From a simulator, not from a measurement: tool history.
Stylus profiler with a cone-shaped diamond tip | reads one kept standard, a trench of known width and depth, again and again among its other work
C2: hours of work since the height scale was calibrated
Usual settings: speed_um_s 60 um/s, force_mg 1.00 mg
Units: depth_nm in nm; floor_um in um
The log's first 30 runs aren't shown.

{"run": 31, "hour": 1045.7, "speed_um_s": 16, "force_mg": 0.8, "scans with this tip": 32226, "C2": 887, "depth_nm": 201.68, "floor_um": 47.75}
{"run": 32, "hour": 1086.0, "speed_um_s": 19, "force_mg": 1.13, "scans with this tip": 32672, "C2": 919, "depth_nm": 201.73, "floor_um": 47.73}
{"run": 33, "hour": 1110.2, "speed_um_s": 19, "force_mg": 1.13, "scans with this tip": 32940, "C2": 938, "depth_nm": 201.98, "floor_um": 47.74}
{"run": 34, "hour": 1136.9, "speed_um_s": 205, "force_mg": 1.1, "scans with this tip": 33236, "C2": 959, "depth_nm": 201.61, "floor_um": 47.1}
{"run": 35, "hour": 1164.3, "speed_um_s": 62, "force_mg": 1.31, "scans with this tip": 33539, "C2": 980, "depth_nm": 202.28, "floor_um": 47.6}
{"run": 36, "hour": 1213.4, "speed_um_s": 165, "force_mg": 2.63, "scans with this tip": 34082, "C2": 1018, "depth_nm": 202.92, "floor_um": 47.4}
{"run": 37, "hour": 1260.5, "speed_um_s": 165, "force_mg": 2.63, "scans with this tip": 34603, "C2": 1055, "depth_nm": 202.46, "floor_um": 47.37}
{"run": 38, "hour": 1286.5, "speed_um_s": 67, "force_mg": 2.55, "scans with this tip": 34892, "C2": 1075, "depth_nm": 202.8, "floor_um": 47.57}
{"run": 39, "hour": 1330.2, "speed_um_s": 117, "force_mg": 2.18, "scans with this tip": 35376, "C2": 1109, "depth_nm": 202.62, "floor_um": 47.45}
{"run": 40, "hour": 1351.7, "speed_um_s": 197, "force_mg": 0.55, "scans with this tip": 35614, "C2": 1126, "depth_nm": 201.59, "floor_um": 46.77}
{"run": 41, "hour": 1391.8, "speed_um_s": 71, "force_mg": 1.57, "scans with this tip": 36057, "C2": 1158, "depth_nm": 202.22, "floor_um": 47.52}

Forecast each of these 4 alternatives for the next run:
{"run": "A", "hour": 1412.2, "speed_um_s": 23, "force_mg": 0.99, "scans with this tip": 36283, "C2": 1174, "depth_nm": "?", "floor_um": "?"}
{"run": "B", "hour": 1412.2, "speed_um_s": 53, "force_mg": 0.34, "scans with this tip": 36283, "C2": 1174, "depth_nm": "?", "floor_um": "?"}
{"run": "C", "hour": 1412.2, "speed_um_s": 32, "force_mg": 0.82, "scans with this tip": 36283, "C2": 1174, "depth_nm": "?", "floor_um": "?"}
{"run": "D", "hour": 1412.2, "speed_um_s": 17, "force_mg": 0.7, "scans with this tip": 36283, "C2": 1174, "depth_nm": "?", "floor_um": "?"}

run=A depth_nm=201.88 floor_um=47.62
run=B depth_nm=201.70 floor_um=47.43
run=C depth_nm=201.82 floor_um=47.61
run=D depth_nm=201.50 floor_um=47.66
Without the tool's hidden state the same runs would have given:
run=A depth_nm=200.83 floor_um=48.15
run=B depth_nm=200.64 floor_um=47.96
run=C depth_nm=200.77 floor_um=48.14
run=D depth_nm=200.45 floor_um=48.19

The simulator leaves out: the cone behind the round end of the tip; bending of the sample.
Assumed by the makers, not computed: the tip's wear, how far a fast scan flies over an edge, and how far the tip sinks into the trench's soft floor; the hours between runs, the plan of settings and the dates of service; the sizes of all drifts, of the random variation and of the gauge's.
